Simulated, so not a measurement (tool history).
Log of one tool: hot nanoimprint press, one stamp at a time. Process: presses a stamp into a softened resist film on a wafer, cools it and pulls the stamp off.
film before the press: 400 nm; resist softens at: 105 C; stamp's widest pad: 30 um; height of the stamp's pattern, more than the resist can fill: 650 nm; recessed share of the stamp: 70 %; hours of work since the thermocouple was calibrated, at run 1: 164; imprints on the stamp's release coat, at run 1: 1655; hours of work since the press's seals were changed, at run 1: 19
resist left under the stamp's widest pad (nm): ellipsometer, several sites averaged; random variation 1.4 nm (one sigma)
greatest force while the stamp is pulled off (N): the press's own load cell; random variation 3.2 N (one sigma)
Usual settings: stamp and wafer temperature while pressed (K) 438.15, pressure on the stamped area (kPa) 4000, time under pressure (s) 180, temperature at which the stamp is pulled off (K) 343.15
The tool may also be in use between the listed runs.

run,hour,stamp and wafer temperature while pressed (K),pressure on the stamped area (kPa),time under pressure (s),temperature at which the stamp is pulled off (K),hours of work since the thermocouple was calibrated,imprints on the stamp's release coat,hours of work since the press's seals were changed,resist left under the stamp's widest pad (nm),greatest force while the stamp is pulled off (N)
1,0,438.15,4000,180,343.15,164,1655,19,222.2,204
2,5.9,438.15,4000,180,343.15,166,1665,22,225.3,190
3,14.9,438.15,4000,180,343.15,171,1680,27,228.2,202
4,24.2,438.15,4000,195,343.15,175,1695,31,218,198
5,33.3,438.15,4000,195,343.15,180,1710,36,218.3,209
6,40.7,438.15,4000,195,343.15,183,1722,39,222.3,202
7,46.6,438.15,3430,180,343.15,186,1731,42,239.6,199
8,51.9,440.15,3430,180,343.15,189,1740,45,221.9,203
9,60.6,440.15,3430,301,343.15,193,1754,49,184.2,207
10,68.6,440.15,3430,301,343.15,197,1767,53,187,199
11,74,440.15,3780,301,343.15,200,1776,55,175.5,199
# hour 77.7: plate thermocouple calibrated
12,84.7,440.15,3780,301,343.15,3,1789,59,180.7,207
13,94.9,440.15,3420,102,332.15,8,1805,64,268.4,255
14,104,440.15,3420,102,332.15,13,1820,68,265.7,252
15,111.6,440.15,3420,102,332.15,16,1833,72,264.1,252
16,116,438.15,2820,190,343.15,19,1840,74,258.7,216
17,121.6,432.15,2710,237,335.15,21,1849,77,304.3,245
# hour 130.9: plate thermocouple calibrated, once more
18,133.4,432.15,2710,237,335.15,1,1863,81,298.7,241

4 ways to go on from here, each from the tool as it stands after run 18. What would each give?
A,138.8,438.15,4000,346,343.15,4,1872,84,?,?
B,138.8,430.15,2710,237,335.15,4,1872,84,?,?
C,138.8,431.15,3540,237,340.15,4,1872,84,?,?
D,138.8,447.15,2710,237,350.15,4,1872,84,?,?

run,resist left under the stamp's widest pad (nm),greatest force while the stamp is pulled off (N)
A,175.6,203
B,315.7,240
C,287.6,207
D,158.5,176
Without the tool's hidden state the same runs would have given:
run,resist left under the stamp's widest pad (nm),greatest force while the stamp is pulled off (N)
A,175.3,148
B,315.5,175
C,287.2,151
D,158.3,128

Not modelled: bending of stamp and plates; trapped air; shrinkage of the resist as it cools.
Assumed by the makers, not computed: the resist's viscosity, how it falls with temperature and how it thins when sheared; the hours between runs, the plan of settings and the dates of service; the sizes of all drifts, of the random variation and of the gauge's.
